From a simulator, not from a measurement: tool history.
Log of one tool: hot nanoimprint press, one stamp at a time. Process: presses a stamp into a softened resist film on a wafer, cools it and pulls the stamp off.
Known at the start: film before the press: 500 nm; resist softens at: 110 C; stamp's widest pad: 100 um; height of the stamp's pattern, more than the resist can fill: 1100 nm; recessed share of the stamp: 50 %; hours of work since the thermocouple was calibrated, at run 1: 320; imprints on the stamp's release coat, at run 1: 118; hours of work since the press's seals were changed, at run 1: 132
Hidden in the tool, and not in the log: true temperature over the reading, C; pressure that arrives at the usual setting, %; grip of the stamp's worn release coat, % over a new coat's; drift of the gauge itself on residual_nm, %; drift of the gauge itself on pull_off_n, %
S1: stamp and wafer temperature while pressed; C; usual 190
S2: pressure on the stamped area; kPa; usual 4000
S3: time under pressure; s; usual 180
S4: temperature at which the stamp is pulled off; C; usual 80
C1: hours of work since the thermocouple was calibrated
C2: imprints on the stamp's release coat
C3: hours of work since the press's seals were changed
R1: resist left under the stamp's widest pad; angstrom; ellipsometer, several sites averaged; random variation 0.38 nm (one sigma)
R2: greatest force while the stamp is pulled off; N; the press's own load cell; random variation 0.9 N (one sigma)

| run | hour | S1 | S2 | S3 | S4 | C1 | C2 | C3 | R1 | R2 |
|---|---|---|---|---|---|---|---|---|---|---|
| 1 | 0 | 190 | 4000 | 180 | 80 | 320 | 118 | 132 | 2472 | 93.5 |
| 2 | 10.5 | 190 | 4000 | 180 | 88 | 327 | 148 | 139 | 2477 | 87.1 |
| 3 | 24.5 | 190 | 4000 | 180 | 88 | 336 | 188 | 148 | 2475 | 88.6 |
|  | 29.1 | plate thermocouple calibrated |
| 4 | 39 | 190 | 4000 | 180 | 80 | 6 | 222 | 156 | 2485 | 94 |
| 5 | 45 | 190 | 4000 | 180 | 67 | 10 | 239 | 160 | 2491 | 106.2 |
| 6 | 54.6 | 190 | 4000 | 180 | 67 | 17 | 267 | 166 | 2487 | 102.9 |
| 7 | 65.2 | 190 | 4000 | 180 | 67 | 24 | 297 | 173 | 2494 | 104.5 |
| 8 | 71.6 | 190 | 4000 | 180 | 67 | 28 | 316 | 177 | 2500 | 104.3 |
| 9 | 77.9 | 190 | 2730 | 180 | 80 | 32 | 334 | 181 | 3037 | 94 |
| 10 | 87.7 | 190 | 2730 | 180 | 80 | 38 | 362 | 188 | 3048 | 94.7 |
| 11 | 99.7 | 190 | 2730 | 180 | 80 | 46 | 397 | 196 | 3058 | 95.5 |
| 12 | 113.3 | 190 | 4000 | 180 | 80 | 55 | 436 | 205 | 2504 | 93.7 |
| 13 | 124.8 | 190 | 2740 | 180 | 80 | 63 | 469 | 212 | 3064 | 96.2 |
| 14 | 135.1 | 190 | 2740 | 180 | 80 | 69 | 499 | 219 | 3075 | 94.4 |
| 15 | 147.5 | 190 | 2810 | 180 | 80 | 77 | 535 | 227 | 3034 | 95.2 |
| 16 | 154.1 | 190 | 2810 | 180 | 80 | 82 | 554 | 231 | 3035 | 92.8 |
| 17 | 165.4 | 190 | 2810 | 180 | 80 | 89 | 586 | 239 | 3048 | 95.7 |
| 18 | 175 | 200 | 6270 | 202 | 86 | 95 | 614 | 245 | 1356 | 89 |
| 19 | 185.7 | 187 | 4000 | 180 | 70 | 102 | 645 | 252 | 2785 | 102 |
| 20 | 195.6 | 187 | 4000 | 180 | 70 | 109 | 674 | 258 | 2785 | 102.2 |
|  | 198.1 | gauge calibrated |
| 21 | 207.8 | 197 | 2450 | 202 | 80 | 117 | 709 | 266 | 2543 | 93.9 |
| 22 | 219.5 | 179 | 4000 | 180 | 80 | 124 | 743 | 274 | 3457 | 93.5 |

Forecast run 23:
| 23 | 229.8 | 179 | 6000 | 314 | 80 | 131 | 772 | 281 | ? | ? |

Run 23 gave R1 2422 angstrom, R2 93.5 N.
Without the tool's hidden state the same run would have given R1 2412 angstrom, R2 92.9 N.
